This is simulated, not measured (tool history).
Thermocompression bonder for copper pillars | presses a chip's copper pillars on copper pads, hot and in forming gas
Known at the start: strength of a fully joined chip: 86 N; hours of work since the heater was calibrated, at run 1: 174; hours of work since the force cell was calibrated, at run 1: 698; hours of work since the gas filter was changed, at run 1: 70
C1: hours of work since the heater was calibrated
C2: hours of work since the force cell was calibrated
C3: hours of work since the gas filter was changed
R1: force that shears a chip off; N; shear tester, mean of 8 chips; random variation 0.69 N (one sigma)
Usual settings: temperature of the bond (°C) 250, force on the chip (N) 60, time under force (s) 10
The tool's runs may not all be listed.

Run 1, hour 0.0: usual settings; C1 174; C2 698; C3 70. Result: R1 47.4 N.
Run 2, hour 19.3: usual settings but temperature of the bond (°C) 223; C1 188; C2 713; C3 85. Result: R1 29.0 N.
Run 3, hour 31.1: usual settings but temperature of the bond (°C) 223; C1 197; C2 722; C3 94. Result: R1 28.2 N.
Run 4, hour 47.1: usual settings but temperature of the bond (°C) 223; C1 209; C2 734; C3 106. Result: R1 29.1 N.
Run 5, hour 69.8: usual settings but temperature of the bond (°C) 223, time under force (s) 29; C1 226; C2 751; C3 123. Result: R1 42.9 N.
Run 6, hour 80.3: usual settings but temperature of the bond (°C) 223, force on the chip (N) 47, time under force (s) 29; C1 234; C2 759; C3 131. Result: R1 34.6 N.
Run 7, hour 95.3: usual settings but temperature of the bond (°C) 223, force on the chip (N) 47, time under force (s) 29; C1 245; C2 770; C3 142. Result: R1 34.9 N.
Run 8, hour 114.6: usual settings but temperature of the bond (°C) 223, force on the chip (N) 47, time under force (s) 29; C1 260; C2 784; C3 156. Result: R1 33.7 N.
Run 9, hour 129.0: usual settings but temperature of the bond (°C) 223, force on the chip (N) 47, time under force (s) 29; C1 271; C2 795; C3 167. Result: R1 34.6 N.
Run 10, hour 143.6: usual settings but temperature of the bond (°C) 223, force on the chip (N) 47, time under force (s) 29; C1 282; C2 806; C3 178. Result: R1 34.6 N.
Run 11, hour 162.4: usual settings but force on the chip (N) 55, time under force (s) 8; C1 296; C2 820; C3 192. Result: R1 39.2 N.
Run 12, hour 173.1: usual settings but force on the chip (N) 44, time under force (s) 14; C1 304; C2 828; C3 200. Result: R1 39.6 N.
Run 13, hour 186.3: usual settings but force on the chip (N) 44, time under force (s) 14; C1 314; C2 838; C3 210. Result: R1 39.4 N.
Run 14, hour 201.5: usual settings but force on the chip (N) 44, time under force (s) 14; C1 325; C2 850; C3 222. Result: R1 39.9 N.
Run 15, hour 224.0: usual settings but temperature of the bond (°C) 240, force on the chip (N) 41, time under force (s) 19; C1 342; C2 867; C3 239. Result: R1 36.2 N.
Run 16, hour 237.5: usual settings but temperature of the bond (°C) 240, force on the chip (N) 41, time under force (s) 19; C1 352; C2 877; C3 249. Result: R1 34.2 N.
Run 17, hour 250.7: usual settings but temperature of the bond (°C) 240, force on the chip (N) 41, time under force (s) 19; C1 362; C2 887; C3 259. Result: R1 35.3 N.
Run 18, hour 268.1: usual settings but temperature of the bond (°C) 253, force on the chip (N) 50, time under force (s) 19; C1 375; C2 900; C3 272. Result: R1 48.8 N.
Run 19, hour 280.6: usual settings but temperature of the bond (°C) 253, force on the chip (N) 50, time under force (s) 19; C1 384; C2 909; C3 281. Result: R1 48.6 N.

Forecast each of these 3 alternatives for the next run:
Run A, hour 302.0: usual settings but temperature of the bond (°C) 245, time under force (s) 5; C1 400; C2 925; C3 297. Result: R1 ?.
Run B, hour 302.0: usual settings but temperature of the bond (°C) 253, force on the chip (N) 50, time under force (s) 15; C1 400; C2 925; C3 297. Result: R1 ?.
Run C, hour 302.0: usual settings but time under force (s) 13; C1 400; C2 925; C3 297. Result: R1 ?.

run    R1
  A  31.9
  B  46.6
  C  47.1
Without the tool's hidden state the same runs would have given:
run    R1
  A  35.2
  B  51.2
  C  51.7
